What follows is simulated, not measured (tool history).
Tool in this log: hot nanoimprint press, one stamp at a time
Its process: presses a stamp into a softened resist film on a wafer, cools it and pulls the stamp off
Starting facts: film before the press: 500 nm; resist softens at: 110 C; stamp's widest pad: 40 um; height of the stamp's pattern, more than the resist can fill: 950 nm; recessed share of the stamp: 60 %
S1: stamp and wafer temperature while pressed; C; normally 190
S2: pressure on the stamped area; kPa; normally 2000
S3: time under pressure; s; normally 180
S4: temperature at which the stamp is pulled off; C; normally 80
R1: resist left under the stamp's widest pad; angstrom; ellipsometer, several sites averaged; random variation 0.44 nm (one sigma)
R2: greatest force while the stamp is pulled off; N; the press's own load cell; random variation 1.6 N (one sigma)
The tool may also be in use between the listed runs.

Run 1, hour 0: usual settings. Result: R1 1880 angstrom, R2 239 N.
Run 2, hour 18.8: usual settings. Result: R1 1882 angstrom, R2 244 N.
Run 3, hour 37.8: usual settings. Result: R1 1886 angstrom, R2 246 N.
Run 4, hour 52.4: usual settings. Result: R1 1888 angstrom, R2 245 N.
Run 5, hour 71.7: usual settings. Result: R1 1894 angstrom, R2 249 N.
Run 6, hour 88.1: usual settings. Result: R1 1892 angstrom, R2 254 N.
Run 7, hour 102.9: usual settings. Result: R1 1896 angstrom, R2 256 N.
Run 8, hour 112.1: usual settings. Result: R1 1892 angstrom, R2 257 N.
Run 9, hour 127: usual settings but S4 72 C. Result: R1 1898 angstrom, R2 317 N.
Run 10, hour 136.2: usual settings. Result: R1 1894 angstrom, R2 262 N.
Run 11, hour 151.9: usual settings. Result: R1 1912 angstrom, R2 262 N.
Run 12, hour 160.6: usual settings but S1 186 C. Result: R1 2132 angstrom, R2 265 N.
At hour 170.8: stamp cleaned and given a new release coat.
Run 13, hour 184.7: usual settings but S1 186 C. Result: R1 2135 angstrom, R2 243 N.
Run 14, hour 198: usual settings but S2 1480 kPa. Result: R1 2196 angstrom, R2 245 N.
Run 15, hour 210.1: usual settings but S1 193 C, S2 1480 kPa. Result: R1 2038 angstrom, R2 247 N.
Run 16, hour 222.8: usual settings but S1 193 C, S2 1480 kPa. Result: R1 2030 angstrom, R2 249 N.
Run 17, hour 238.9: usual settings but S1 188 C, S2 1480 kPa. Result: R1 2318 angstrom, R2 254 N.
Run 18, hour 252.4: usual settings but S2 1810 kPa. Result: R1 2007 angstrom, R2 252 N.
Run 19, hour 261.3: usual settings but S1 200 C, S4 69 C. Result: R1 1465 angstrom, R2 334 N.
Run 20, hour 276: usual settings but S1 198 C. Result: R1 1538 angstrom, R2 255 N.
At hour 284.3: plate thermocouple calibrated.
Run 21, hour 297.8: usual settings but S1 180 C, S3 208 s. Result: R1 2387 angstrom, R2 257 N.
Run 22, hour 310.6: usual settings but S1 180 C, S3 98 s. Result: R1 3063 angstrom, R2 256 N.
Run 23, hour 323.2: usual settings but S1 196 C, S3 98 s, S4 67 C. Result: R1 2054 angstrom, R2 356 N.
Run 24, hour 331.1: usual settings but S1 201 C, S2 1280 kPa, S3 349 s, S4 84 C. Result: R1 1341 angstrom, R2 234 N.
At hour 353.1: stamp cleaned and given a new release coat.
Run 25, hour 356.3: usual settings but S1 201 C, S2 1280 kPa, S3 349 s, S4 84 C. Result: R1 1333 angstrom, R2 212 N.
Run 26, hour 367: usual settings but S1 194 C, S4 67 C. Result: R1 1703 angstrom, R2 333 N.
Run 27, hour 383.7: usual settings but S1 194 C, S4 67 C. Result: R1 1706 angstrom, R2 333 N.
Run 28, hour 393.5: usual settings but S1 194 C, S4 67 C. Result: R1 1705 angstrom, R2 342 N.
Run 29, hour 407.3: usual settings but S1 194 C, S4 67 C. Result: R1 1708 angstrom, R2 339 N.

5 options for the next run, each taken on its own from the tool as it stands now. Forecast them:
Run A, hour 424.7: usual settings but S1 194 C, S4 75 C. Result: R1 ?, R2 ?.
Run B, hour 424.7: usual settings but S1 194 C, S2 1330 kPa, S4 67 C. Result: R1 ?, R2 ?.
Run C, hour 424.7: usual settings but S1 198 C, S3 123 s, S4 67 C. Result: R1 ?, R2 ?.
Run D, hour 424.7: usual settings but S3 318 s, S4 84 C. Result: R1 ?, R2 ?.
Run E, hour 424.7: usual settings but S3 136 s, S4 78 C. Result: R1 ?, R2 ?.

run    R1   R2
  A  1711  287
  B  2078  343
  C  1807  344
  D  1509  222
  E  2127  268
Had the tool no hidden state, the same runs would have come out as:
run    R1   R2
  A  1671  273
  B  2038  327
  C  1766  327
  D  1472  210
  E  2080  254
